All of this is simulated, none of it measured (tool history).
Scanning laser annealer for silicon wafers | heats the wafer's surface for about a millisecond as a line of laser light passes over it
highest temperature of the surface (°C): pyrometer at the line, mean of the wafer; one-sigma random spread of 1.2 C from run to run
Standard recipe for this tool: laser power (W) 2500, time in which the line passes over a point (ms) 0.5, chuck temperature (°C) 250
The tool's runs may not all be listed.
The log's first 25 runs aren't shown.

run   hour  laser power (W)  time in which the line passes over a point (ms)  chuck temperature (°C)  highest temperature of the surface (°C)
 26  314.3             2468                                            0.472                     260                                      983
 27  329.3             2388                                            0.374                     260                                      885
 28  345.1             2478                                            0.454                     231                                      942
 29    361             2393                                            0.418                     250                                      914
 30    375             2750                                            0.508                     269                                     1092
 31  388.4             2251                                            0.441                     276                                      919
 32  405.6             2251                                            0.441                     276                                      916
 33  420.2             2251                                            0.441                     276                                      917
 34  434.5             2493                                            0.362                     250                                      892
 35  444.9             2710                                              0.5                     250                                     1054
 36  457.3             2500                                            0.451                     250                                      964
 37  469.6             2500                                            0.451                     250                                      961
 38  479.1             2500                                            0.451                     250                                      962
 39  491.2             2699                                            0.414                     238                                      972
 40  503.6             2265                                             0.45                     269                                      920
 41  511.8             2456                                              0.5                     250                                      987
 42  525.4             2456                                              0.5                     250                                      989

Alternative continuations, all from the tool just after run 42; predict every row:
  A  534.4             2231                                              0.5                     250                                        ?
  B  534.4             2169                                            0.449                     232                                        ?
  C  534.4             2272                                            0.548                     283                                        ?

run  highest temperature of the surface (°C)
  A                                      926
  B                                      856
  C                                     1000
Without the tool's hidden state the same runs would have given:
run  highest temperature of the surface (°C)
  A                                      930
  B                                      860
  C                                     1004
